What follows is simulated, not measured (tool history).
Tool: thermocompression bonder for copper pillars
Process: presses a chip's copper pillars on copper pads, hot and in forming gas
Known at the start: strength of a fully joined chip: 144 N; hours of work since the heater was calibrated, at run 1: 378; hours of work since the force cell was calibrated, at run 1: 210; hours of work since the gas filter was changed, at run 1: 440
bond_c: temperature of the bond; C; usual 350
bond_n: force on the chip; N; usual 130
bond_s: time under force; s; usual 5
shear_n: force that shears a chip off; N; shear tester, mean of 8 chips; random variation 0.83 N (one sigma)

run	hour	bond_c	bond_n	bond_s	hours of work since the heater was calibrated	hours of work since the force cell was calibrated	hours of work since the gas filter was changed	shear_n
1	0.0	350	130	5	378	210	440	69.8
2	22.5	350	130	5	389	222	451	69.2
3	44.6	350	130	5	401	233	463	68.5
# hour 47.0: forming gas filter changed
4	60.6	350	130	5	409	241	7	71.9
5	89.9	350	130	5	424	256	22	68.2
6	114.5	364	144	3	436	269	35	70.3
7	140.3	350	130	12	449	282	48	93.5
8	162.9	352	185	12	461	294	59	113.5
9	189.8	352	185	12	475	307	73	110.0

Run 10 comes next. What will it give?
10	212.6	358	80	8	486	319	85	?

{"run 10": {"shear_n": 58.7}}
Without the tool's hidden state the same run would have given shear_n 58.8 N.
